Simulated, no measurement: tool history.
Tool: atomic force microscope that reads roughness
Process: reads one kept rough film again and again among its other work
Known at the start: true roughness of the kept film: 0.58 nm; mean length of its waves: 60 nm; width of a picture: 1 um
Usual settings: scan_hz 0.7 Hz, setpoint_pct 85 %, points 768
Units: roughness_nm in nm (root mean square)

run,hour,scan_hz,setpoint_pct,points,roughness_nm
1,0,0.7,85,768,0.5375
2,19.3,0.7,85,768,0.5365
# hour 26: new tip fitted
3,34.5,0.7,85,930,0.538
4,49.8,0.7,85,686,0.5376
5,69.9,0.7,85,686,0.5368
# hour 73.5: new tip fitted
6,93.4,0.7,62,768,0.5655
7,111.2,0.7,85,343,0.5362
# hour 121.5: new tip fitted
8,139.6,0.7,85,343,0.535
9,161.1,1.463,85,343,0.4976
# hour 168.3: new tip fitted
10,184.3,1.463,85,343,0.4987
11,209.3,0.7,85,768,0.5365
# hour 215.1: new tip fitted
12,235.1,0.7,85,768,0.5376
13,248.8,0.7,85,768,0.536
# hour 261.5: new tip fitted
14,264.9,0.7,85,768,0.5369
15,289.6,0.7,85,768,0.5383
16,307.1,0.7,71,768,0.5579
# hour 308.7: new tip fitted
17,321,0.7,71,768,0.5565
18,345.6,0.7,71,768,0.5575
# hour 356: new tip fitted
19,359.1,0.932,77,768,0.5411
20,376,0.7,85,906,0.5367
21,394.2,2.046,88,503,0.4611

The next listed run, before its measurement:
# hour 403.3: new tip fitted
22,413.7,2.046,88,503,?

{"run 22": {"roughness_nm": 0.4597}}
Without the tool's hidden state the same run would have given roughness_nm 0.4596 nm (root mean square).
